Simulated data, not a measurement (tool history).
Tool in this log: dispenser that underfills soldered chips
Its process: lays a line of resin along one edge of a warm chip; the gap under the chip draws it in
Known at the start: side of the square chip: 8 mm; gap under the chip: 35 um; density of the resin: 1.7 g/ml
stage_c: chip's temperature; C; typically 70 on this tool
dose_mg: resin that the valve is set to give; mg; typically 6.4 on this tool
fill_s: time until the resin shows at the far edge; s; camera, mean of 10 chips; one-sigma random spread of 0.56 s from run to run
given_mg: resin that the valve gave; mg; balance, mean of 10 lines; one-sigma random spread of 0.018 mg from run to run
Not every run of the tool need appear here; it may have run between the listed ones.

{"run": 1, "hour": 0.0, "stage_c": 70, "dose_mg": 6.4, "fill_s": 50.2, "given_mg": 6.2}
{"run": 2, "hour": 2.5, "stage_c": 70, "dose_mg": 6.4, "fill_s": 54.4, "given_mg": 6.19}
{"run": 3, "hour": 6.1, "stage_c": 70, "dose_mg": 6.4, "fill_s": 60.7, "given_mg": 6.22}
{"hour": 10.7, "done": "new syringe of resin"}
{"run": 4, "hour": 12.1, "stage_c": 70, "dose_mg": 6.4, "fill_s": 48.1, "given_mg": 6.21}
{"run": 5, "hour": 16.7, "stage_c": 69, "dose_mg": 6.4, "fill_s": 56.2, "given_mg": 6.19}
{"run": 6, "hour": 22.2, "stage_c": 69, "dose_mg": 7.07, "fill_s": 63.5, "given_mg": 6.82}
{"hour": 24.1, "done": "new syringe of resin"}
{"run": 7, "hour": 27.2, "stage_c": 69, "dose_mg": 7.07, "fill_s": 52.5, "given_mg": 6.81}
{"run": 8, "hour": 30.1, "stage_c": 69, "dose_mg": 7.07, "fill_s": 56.3, "given_mg": 6.77}
{"run": 9, "hour": 33.6, "stage_c": 62, "dose_mg": 5.47, "fill_s": 79.4, "given_mg": 5.27}
{"hour": 35.4, "done": "dispensing valve cleaned and set on the balance"}
{"run": 10, "hour": 37.4, "stage_c": 60, "dose_mg": 6.58, "fill_s": 88.3, "given_mg": 6.54}
{"hour": 38.4, "done": "new syringe of resin"}
{"run": 11, "hour": 43.4, "stage_c": 81, "dose_mg": 6.58, "fill_s": 36.7, "given_mg": 6.53}
{"run": 12, "hour": 47.7, "stage_c": 69, "dose_mg": 5.82, "fill_s": 60, "given_mg": 5.8}
{"hour": 51.9, "done": "new syringe of resin"}
{"run": 13, "hour": 53.8, "stage_c": 69, "dose_mg": 5.82, "fill_s": 49.9, "given_mg": 5.83}
{"run": 14, "hour": 58.7, "stage_c": 78, "dose_mg": 6.33, "fill_s": 43.2, "given_mg": 6.28}
{"run": 15, "hour": 64.4, "stage_c": 60, "dose_mg": 6.39, "fill_s": 89.9, "given_mg": 6.3}
{"hour": 65.1, "done": "new syringe of resin"}
{"run": 16, "hour": 70.6, "stage_c": 61, "dose_mg": 6.4, "fill_s": 69.6, "given_mg": 6.29}

Forecast each of these 3 alternatives for the next run:
{"run": "A", "hour": 74.3, "stage_c": 65, "dose_mg": 7.7, "fill_s": "?", "given_mg": "?"}
{"run": "B", "hour": 74.3, "stage_c": 59, "dose_mg": 6.4, "fill_s": "?", "given_mg": "?"}
{"run": "C", "hour": 74.3, "stage_c": 66, "dose_mg": 7.5, "fill_s": "?", "given_mg": "?"}

run=A fill_s=67.8 given_mg=7.58
run=B fill_s=82.6 given_mg=6.28
run=C fill_s=64.8 given_mg=7.42
With the hidden condition removed and each run's random variation left untouched, the same runs would have given:
run=A fill_s=55.8 given_mg=7.7
run=B fill_s=67.9 given_mg=6.37
run=C fill_s=53.3 given_mg=7.53
